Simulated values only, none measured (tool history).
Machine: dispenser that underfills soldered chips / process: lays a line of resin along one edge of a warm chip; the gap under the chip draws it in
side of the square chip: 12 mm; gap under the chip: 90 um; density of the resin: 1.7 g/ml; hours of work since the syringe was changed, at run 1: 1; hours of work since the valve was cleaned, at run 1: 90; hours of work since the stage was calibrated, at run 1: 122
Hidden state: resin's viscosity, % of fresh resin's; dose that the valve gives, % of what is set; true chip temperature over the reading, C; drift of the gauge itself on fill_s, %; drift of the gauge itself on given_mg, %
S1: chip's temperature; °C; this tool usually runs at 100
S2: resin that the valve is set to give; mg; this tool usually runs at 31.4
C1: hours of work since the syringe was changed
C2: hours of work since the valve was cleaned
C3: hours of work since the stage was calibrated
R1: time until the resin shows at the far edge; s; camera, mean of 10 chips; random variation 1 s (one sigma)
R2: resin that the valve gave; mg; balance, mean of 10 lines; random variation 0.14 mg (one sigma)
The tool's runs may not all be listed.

run 1 hour=0.0 | S1=100 S2=31.4 | C1=1 C2=90 C3=122 | R1=109.6 R2=29.61
run 2 hour=7.2 | S1=100 S2=31.4 | C1=5 C2=95 C3=127 | R1=159.9 R2=29.66
run 3 hour=12.6 | S1=100 S2=31.4 | C1=9 C2=99 C3=130 | R1=210.4 R2=29.50
-- hour=17.3 new syringe of resin
run 4 hour=19.4 | S1=100 S2=31.4 | C1=1 C2=103 C3=135 | R1=117.5 R2=29.46
run 5 hour=24.7 | S1=100 S2=31.4 | C1=5 C2=107 C3=138 | R1=155.2 R2=29.18
run 6 hour=30.9 | S1=100 S2=31.4 | C1=9 C2=111 C3=142 | R1=214.9 R2=29.24
-- hour=35.6 new syringe of resin
run 7 hour=39.4 | S1=100 S2=33.7 | C1=3 C2=117 C3=148 | R1=130.1 R2=31.25
run 8 hour=46.5 | S1=100 S2=33.7 | C1=7 C2=121 C3=153 | R1=192.0 R2=31.20
-- hour=48.7 dispensing valve cleaned and set on the balance
run 9 hour=52.2 | S1=100 S2=33.7 | C1=11 C2=2 C3=156 | R1=241.4 R2=33.62
-- hour=54.7 new syringe of resin
run 10 hour=56.7 | S1=100 S2=31.4 | C1=1 C2=5 C3=159 | R1=116.7 R2=31.27
run 11 hour=62.8 | S1=105 S2=31.4 | C1=6 C2=9 C3=163 | R1=132.1 R2=31.06
run 12 hour=69.9 | S1=105 S2=31.4 | C1=10 C2=14 C3=168 | R1=192.6 R2=30.96
-- hour=72.9 new syringe of resin
run 13 hour=75.5 | S1=105 S2=31.4 | C1=2 C2=18 C3=172 | R1=95.9 R2=30.93
run 14 hour=80.1 | S1=108 S2=31.4 | C1=5 C2=21 C3=175 | R1=106.9 R2=31.03
run 15 hour=87.2 | S1=100 S2=28.5 | C1=10 C2=26 C3=180 | R1=231.6 R2=28.23
-- hour=90.7 new syringe of resin
run 16 hour=93.1 | S1=100 S2=31.4 | C1=2 C2=30 C3=183 | R1=118.3 R2=30.86
run 17 hour=99.1 | S1=100 S2=31.4 | C1=6 C2=34 C3=188 | R1=167.6 R2=30.78
run 18 hour=105.8 | S1=100 S2=31.4 | C1=10 C2=38 C3=192 | R1=238.9 R2=30.41
-- hour=108.5 new syringe of resin
run 19 hour=113.0 | S1=100 S2=31.4 | C1=3 C2=43 C3=197 | R1=135.5 R2=30.34
run 20 hour=119.1 | S1=87 S2=37.2 | C1=7 C2=47 C3=201 | R1=331.1 R2=35.79
-- hour=126.8 new syringe of resin
run 21 hour=126.8 | S1=104 S2=34.9 | C1=0 C2=52 C3=206 | R1=89.2 R2=33.49
run 22 hour=134.6 | S1=103 S2=36.4 | C1=5 C2=58 C3=211 | R1=140.2 R2=34.86
run 23 hour=142.1 | S1=100 S2=32.8 | C1=10 C2=63 C3=217 | R1=242.3 R2=31.21
-- hour=145.3 new syringe of resin
run 24 hour=149.0 | S1=94 S2=30.9 | C1=3 C2=67 C3=221 | R1=175.0 R2=29.26
run 25 hour=153.9 | S1=93 S2=37.1 | C1=6 C2=71 C3=224 | R1=234.2 R2=35.19
run 26 hour=158.3 | S1=90 S2=31.9 | C1=9 C2=74 C3=227 | R1=345.0 R2=30.42
run 27 hour=162.4 | S1=114 S2=32.6 | C1=12 C2=76 C3=230 | R1=146.5 R2=30.82
-- hour=163.2 new syringe of resin
run 28 hour=167.6 | S1=90 S2=29.3 | C1=3 C2=80 C3=234 | R1=216.0 R2=27.50
run 29 hour=174.5 | S1=90 S2=29.3 | C1=8 C2=84 C3=238 | R1=317.1 R2=27.68
-- hour=181.5 new syringe of resin
run 30 hour=182.1 | S1=86 S2=31.4 | C1=0 C2=89 C3=243 | R1=215.9 R2=29.48
run 31 hour=188.9 | S1=100 S2=28.6 | C1=5 C2=94 C3=248 | R1=167.9 R2=26.68
run 32 hour=193.9 | S1=108 S2=28.2 | C1=8 C2=98 C3=251 | R1=151.4 R2=26.07
-- hour=199.4 new syringe of resin
run 33 hour=201.2 | S1=108 S2=28.2 | C1=1 C2=102 C3=256 | R1=89.3 R2=26.30
run 34 hour=209.5 | S1=100 S2=28.3 | C1=7 C2=108 C3=262 | R1=196.0 R2=26.19
run 35 hour=215.3 | S1=108 S2=27.3 | C1=11 C2=112 C3=266 | R1=192.7 R2=25.13
-- hour=217.6 new syringe of resin
run 36 hour=223.6 | S1=106 S2=27.8 | C1=4 C2=117 C3=271 | R1=122.7 R2=25.53
-- hour=231.8 dispensing valve cleaned and set on the balance
run 37 hour=232.4 | S1=106 S2=27.8 | C1=9 C2=0 C3=277 | R1=177.8 R2=27.74

Across each entry between runs, compare the hidden state at the last listed run before it with the hidden state at the first listed run after it:
Between runs 3 and 4: new syringe of resin (hour 17.3)
  resin's viscosity, % of fresh resin's: 201.6 -> 110.9; dose that the valve gives, % of what is set: 94.08 -> 93.78; true chip temperature over the reading, C: -1.05 -> -1.08
  measured minus no-state result, R1: +112.3 -> +18.1 s; R2: -1.85 -> -1.95 mg
Between runs 6 and 7: new syringe of resin (hour 35.6)
  resin's viscosity, % of fresh resin's: 204 -> 124.6; dose that the valve gives, % of what is set: 93.23 -> 92.81; true chip temperature over the reading, C: -1.14 -> -1.18
  measured minus no-state result, R1: +116.5 -> +32.4 s; R2: -2.13 -> -2.42 mg
Between runs 8 and 9: dispensing valve cleaned and set on the balance (hour 48.7)
  resin's viscosity, % of fresh resin's: 181.3 -> 233.4; dose that the valve gives, % of what is set: 92.49 -> 99.46; true chip temperature over the reading, C: -1.22 -> -1.24
  measured minus no-state result, R1: +93.1 -> +143.5 s; R2: -2.52 -> -0.18 mg
Between runs 9 and 10: new syringe of resin (hour 54.7)
  resin's viscosity, % of fresh resin's: 233.4 -> 112; dose that the valve gives, % of what is set: 99.46 -> 99.28; true chip temperature over the reading, C: -1.24 -> -1.27
  measured minus no-state result, R1: +143.5 -> +18.4 s; R2: -0.18 -> -0.23 mg
Between runs 12 and 13: new syringe of resin (hour 72.9)
  resin's viscosity, % of fresh resin's: 226.3 -> 114.8; dose that the valve gives, % of what is set: 98.68 -> 98.43; true chip temperature over the reading, C: -1.34 -> -1.36
  measured minus no-state result, R1: +112.2 -> +17.5 s; R2: -0.42 -> -0.50 mg
Between runs 15 and 16: new syringe of resin (hour 90.7)
  resin's viscosity, % of fresh resin's: 214 -> 114.6; dose that the valve gives, % of what is set: 97.94 -> 97.69; true chip temperature over the reading, C: -1.42 -> -1.45
  measured minus no-state result, R1: +130.6 -> +22.2 s; R2: -0.59 -> -0.73 mg
Between runs 18 and 19: new syringe of resin (hour 108.5)
  resin's viscosity, % of fresh resin's: 225.5 -> 126.6; dose that the valve gives, % of what is set: 97.11 -> 96.77; true chip temperature over the reading, C: -1.51 -> -1.55
  measured minus no-state result, R1: +140.5 -> +36.3 s; R2: -0.91 -> -1.01 mg
Between runs 20 and 21: new syringe of resin (hour 126.8)
  resin's viscosity, % of fresh resin's: 175.2 -> 100.8; dose that the valve gives, % of what is set: 96.49 -> 96.14; true chip temperature over the reading, C: -1.58 -> -1.61
  measured minus no-state result, R1: +156.6 -> +7.1 s; R2: -1.30 -> -1.34 mg
Between runs 23 and 24: new syringe of resin (hour 145.3)
  resin's viscosity, % of fresh resin's: 227.1 -> 123.3; dose that the valve gives, % of what is set: 95.41 -> 95.11; true chip temperature over the reading, C: -1.69 -> -1.72
  measured minus no-state result, R1: +144.4 -> +45.5 s; R2: -1.50 -> -1.51 mg
Between runs 27 and 28: new syringe of resin (hour 163.2)
  resin's viscosity, % of fresh resin's: 251.9 -> 125.7; dose that the valve gives, % of what is set: 94.47 -> 94.25; true chip temperature over the reading, C: -1.78 -> -1.8
  measured minus no-state result, R1: +93.2 -> +61.2 s; R2: -1.80 -> -1.68 mg
Between runs 29 and 30: new syringe of resin (hour 181.5)
  resin's viscosity, % of fresh resin's: 180.7 -> 102.6; dose that the valve gives, % of what is set: 93.94 -> 93.58; true chip temperature over the reading, C: -1.84 -> -1.88
  measured minus no-state result, R1: +159.6 -> +26.7 s; R2: -1.78 -> -2.02 mg
Between runs 32 and 33: new syringe of resin (hour 199.4)
  resin's viscosity, % of fresh resin's: 192.3 -> 111.1; dose that the valve gives, % of what is set: 93.06 -> 92.71; true chip temperature over the reading, C: -1.93 -> -1.97
  measured minus no-state result, R1: +80.9 -> +17.4 s; R2: -1.95 -> -2.06 mg
Between runs 35 and 36: new syringe of resin (hour 217.6)
  resin's viscosity, % of fresh resin's: 234.8 -> 138.6; dose that the valve gives, % of what is set: 92.04 -> 91.65; true chip temperature over the reading, C: -2.04 -> -2.08
  measured minus no-state result, R1: +120.1 -> +44.6 s; R2: -2.17 -> -2.33 mg
Between runs 36 and 37: dispensing valve cleaned and set on the balance (hour 231.8)
  resin's viscosity, % of fresh resin's: 138.6 -> 209.9; dose that the valve gives, % of what is set: 91.65 -> 99.83; true chip temperature over the reading, C: -2.08 -> -2.12
  measured minus no-state result, R1: +44.6 -> +100.7 s; R2: -2.33 -> -0.05 mg

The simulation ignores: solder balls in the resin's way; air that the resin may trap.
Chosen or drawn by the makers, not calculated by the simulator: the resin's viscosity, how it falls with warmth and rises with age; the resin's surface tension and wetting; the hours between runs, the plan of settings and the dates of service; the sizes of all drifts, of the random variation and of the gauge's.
